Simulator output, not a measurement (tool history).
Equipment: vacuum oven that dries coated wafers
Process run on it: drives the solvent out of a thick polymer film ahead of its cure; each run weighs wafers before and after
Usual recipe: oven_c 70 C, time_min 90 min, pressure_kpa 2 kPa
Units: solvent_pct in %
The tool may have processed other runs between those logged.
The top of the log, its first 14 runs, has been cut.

Run 15, day 17.017: usual settings. Result: solvent_pct 4.63 %.
Run 16, day 17.717: usual settings. Result: solvent_pct 4.65 %.
Run 17, day 19.45: usual settings. Result: solvent_pct 4.56 %.
Run 18, day 21.021: usual settings. Result: solvent_pct 4.54 %.
Run 19, day 22.221: usual settings but oven_c 67 C. Result: solvent_pct 5.45 %.
Run 20, day 23.475: usual settings but oven_c 67 C. Result: solvent_pct 5.4 %.
Run 21, day 24.962: usual settings but oven_c 67 C. Result: solvent_pct 5.38 %.
Run 22, day 26.583: usual settings but oven_c 67 C. Result: solvent_pct 5.35 %.
Run 23, day 27.792: usual settings but oven_c 67 C, time_min 104 min, pressure_kpa 1.04 kPa. Result: solvent_pct 3.56 %.
Run 24, day 28.608: usual settings but oven_c 67 C, time_min 53 min, pressure_kpa 1.47 kPa. Result: solvent_pct 6 %.
Run 25, day 29.646: usual settings but oven_c 67 C, time_min 53 min, pressure_kpa 1.47 kPa. Result: solvent_pct 6.12 %.
Run 26, day 30.721: usual settings but time_min 120 min, pressure_kpa 1.14 kPa. Result: solvent_pct 2.79 %.
Run 27, day 31.775: usual settings but oven_c 60 C, time_min 153 min, pressure_kpa 4.77 kPa. Result: solvent_pct 12.19 %.
Run 28, day 32.817: usual settings but oven_c 60 C, time_min 153 min, pressure_kpa 4.77 kPa. Result: solvent_pct 12.03 %.
Run 29, day 34.046: usual settings but oven_c 63 C, time_min 114 min, pressure_kpa 5.68 kPa. Result: solvent_pct 12.37 %.
Run 30, day 35.738: usual settings but oven_c 63 C, time_min 114 min, pressure_kpa 5.68 kPa. Result: solvent_pct 12.48 %.
Run 31, day 36.638: usual settings but oven_c 81 C, time_min 114 min, pressure_kpa 5.68 kPa. Result: solvent_pct 5.98 %.
Run 32, day 37.579: usual settings but oven_c 81 C, time_min 122 min, pressure_kpa 4.08 kPa. Result: solvent_pct 4.35 %.
Run 33, day 38.775: usual settings but oven_c 62 C, time_min 68 min, pressure_kpa 1.53 kPa. Result: solvent_pct 6.77 %.
Run 34, day 40.296: usual settings but oven_c 85 C, time_min 50 min, pressure_kpa 1.62 kPa. Result: solvent_pct 2.47 %.
Run 35, day 41.175: usual settings but oven_c 65 C, time_min 76 min, pressure_kpa 1.62 kPa. Result: solvent_pct 5.76 %.
Run 36, day 42.204: usual settings but oven_c 65 C, time_min 76 min, pressure_kpa 1.62 kPa. Result: solvent_pct 5.78 %.
Run 37, day 43.596: usual settings but oven_c 58 C, time_min 79 min. Result: solvent_pct 8.33 %.
Run 38, day 45.042: usual settings but oven_c 58 C, time_min 79 min. Result: solvent_pct 8.26 %.

What if the next run were any one of these 5? Each begins from the tool's condition after run 38:
Run A, day 46.571: usual settings but oven_c 57 C, time_min 55 min. Result: solvent_pct ?.
Run B, day 46.571: usual settings but pressure_kpa 1.64 kPa. Result: solvent_pct ?.
Run C, day 46.571: usual settings but oven_c 57 C, time_min 64 min, pressure_kpa 3.77 kPa. Result: solvent_pct ?.
Run D, day 46.571: usual settings but oven_c 56 C, time_min 66 min, pressure_kpa 2.79 kPa. Result: solvent_pct ?.
Run E, day 46.571: usual settings but pressure_kpa 4.87 kPa. Result: solvent_pct ?.

run  solvent_pct
  A         9.27
  B         4.09
  C        11.73
  D        10.52
  E         8.46
Without the tool's hidden state the same runs would have given:
run  solvent_pct
  A         9.22
  B         4.05
  C        11.71
  D        10.48
  E         8.51
